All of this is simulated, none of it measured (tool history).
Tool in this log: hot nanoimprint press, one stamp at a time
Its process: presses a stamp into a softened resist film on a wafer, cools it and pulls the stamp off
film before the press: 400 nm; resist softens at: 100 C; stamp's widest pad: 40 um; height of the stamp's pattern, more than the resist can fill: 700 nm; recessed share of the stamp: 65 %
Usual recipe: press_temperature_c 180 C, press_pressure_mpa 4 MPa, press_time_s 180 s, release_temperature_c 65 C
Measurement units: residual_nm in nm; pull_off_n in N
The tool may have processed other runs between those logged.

Run 1, hour 0: usual settings. Result: residual_nm 225.9 nm, pull_off_n 121 N.
Run 2, hour 18.3: usual settings but press_time_s 100 s. Result: residual_nm 266.7 nm, pull_off_n 117 N.
Run 3, hour 47.8: usual settings but press_time_s 100 s. Result: residual_nm 266.3 nm, pull_off_n 126 N.
Run 4, hour 65.1: usual settings but press_time_s 100 s. Result: residual_nm 267.7 nm, pull_off_n 121 N.
Run 5, hour 92: usual settings but release_temperature_c 56 C. Result: residual_nm 229.5 nm, pull_off_n 149 N.
Run 6, hour 112.4: usual settings but release_temperature_c 56 C. Result: residual_nm 231.1 nm, pull_off_n 151 N.
Run 7, hour 139.8: usual settings. Result: residual_nm 231 nm, pull_off_n 132 N.
Run 8, hour 160.1: usual settings. Result: residual_nm 229.7 nm, pull_off_n 131 N.
Run 9, hour 179.2: usual settings but press_pressure_mpa 5.31 MPa. Result: residual_nm 203.8 nm, pull_off_n 120 N.
Run 10, hour 204: usual settings but press_pressure_mpa 6.19 MPa, press_time_s 143 s. Result: residual_nm 206 nm, pull_off_n 128 N.
Run 11, hour 232.7: usual settings but press_pressure_mpa 6.19 MPa, press_time_s 143 s. Result: residual_nm 205.5 nm, pull_off_n 130 N.
Run 12, hour 253.2: usual settings but press_pressure_mpa 6.19 MPa, press_time_s 143 s. Result: residual_nm 205.7 nm, pull_off_n 137 N.
Run 13, hour 269.5: usual settings but press_pressure_mpa 2.88 MPa, release_temperature_c 61 C. Result: residual_nm 265 nm, pull_off_n 147 N.
Run 14, hour 299.3: usual settings but press_pressure_mpa 2.88 MPa, release_temperature_c 61 C. Result: residual_nm 265.4 nm, pull_off_n 143 N.
Run 15, hour 316.9: usual settings but press_time_s 184 s. Result: residual_nm 231.2 nm, pull_off_n 139 N.
Run 16, hour 340.1: usual settings but press_pressure_mpa 5.38 MPa. Result: residual_nm 208.9 nm, pull_off_n 139 N.
Run 17, hour 366.9: usual settings but press_temperature_c 178 C, press_pressure_mpa 3.83 MPa, press_time_s 152 s, release_temperature_c 69 C. Result: residual_nm 259.5 nm, pull_off_n 128 N.

Consider 4 possible next runs. They are alternatives, not a sequence: every one starts from the tool as it was left by run 17. What does each give?
Run A, hour 394.9: usual settings but press_temperature_c 189 C, press_pressure_mpa 3.86 MPa, press_time_s 152 s, release_temperature_c 69 C. Result: residual_nm ?, pull_off_n ?.
Run B, hour 394.9: usual settings but press_temperature_c 178 C, press_pressure_mpa 3.83 MPa, press_time_s 152 s, release_temperature_c 61 C. Result: residual_nm ?, pull_off_n ?.
Run C, hour 394.9: usual settings but press_pressure_mpa 4.3 MPa, release_temperature_c 64 C. Result: residual_nm ?, pull_off_n ?.
Run D, hour 394.9: usual settings but press_temperature_c 184 C, press_pressure_mpa 3.83 MPa, press_time_s 119 s, release_temperature_c 69 C. Result: residual_nm ?, pull_off_n ?.

run  residual_nm  pull_off_n
  A        203.3         132
  B        260.7         153
  C        226.2         145
  D        246.8         129
The same runs, with their run-to-run variation unchanged, on a tool lacking any hidden condition would have given:
run  residual_nm  pull_off_n
  A        191.4          94
  B        246.8         109
  C        212.1         104
  D        233.7          92
